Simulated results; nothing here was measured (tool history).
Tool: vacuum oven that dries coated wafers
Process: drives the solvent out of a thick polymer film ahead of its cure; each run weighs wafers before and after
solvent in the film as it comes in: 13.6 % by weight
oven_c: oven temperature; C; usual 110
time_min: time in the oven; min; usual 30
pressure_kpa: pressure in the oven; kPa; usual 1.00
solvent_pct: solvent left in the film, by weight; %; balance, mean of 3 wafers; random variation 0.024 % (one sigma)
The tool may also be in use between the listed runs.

run,hour,oven_c,time_min,pressure_kpa,solvent_pct
1,0.0,110,30,1.00,2.52
2,11.2,110,30,1.00,2.49
3,36.8,110,30,1.00,2.48
4,53.3,110,30,3.90,3.71
5,68.8,110,30,1.19,2.58
6,85.0,110,30,1.19,2.59
7,99.5,110,19,1.19,4.24
8,120.1,110,19,1.19,4.22
9,142.2,112,26,3.26,3.49
10,160.9,110,24,2.16,3.74

3 ways to go on from here, each from the tool as it stands after run 10. What would each give?
A,184.6,110,17,0.52,?
B,184.6,114,32,1.00,?
C,184.6,120,40,2.16,?

run,solvent_pct
A,4.39
B,1.72
C,1.11
Without the tool's hidden state the same runs would have given:
run,solvent_pct
A,4.51
B,1.79
C,1.13
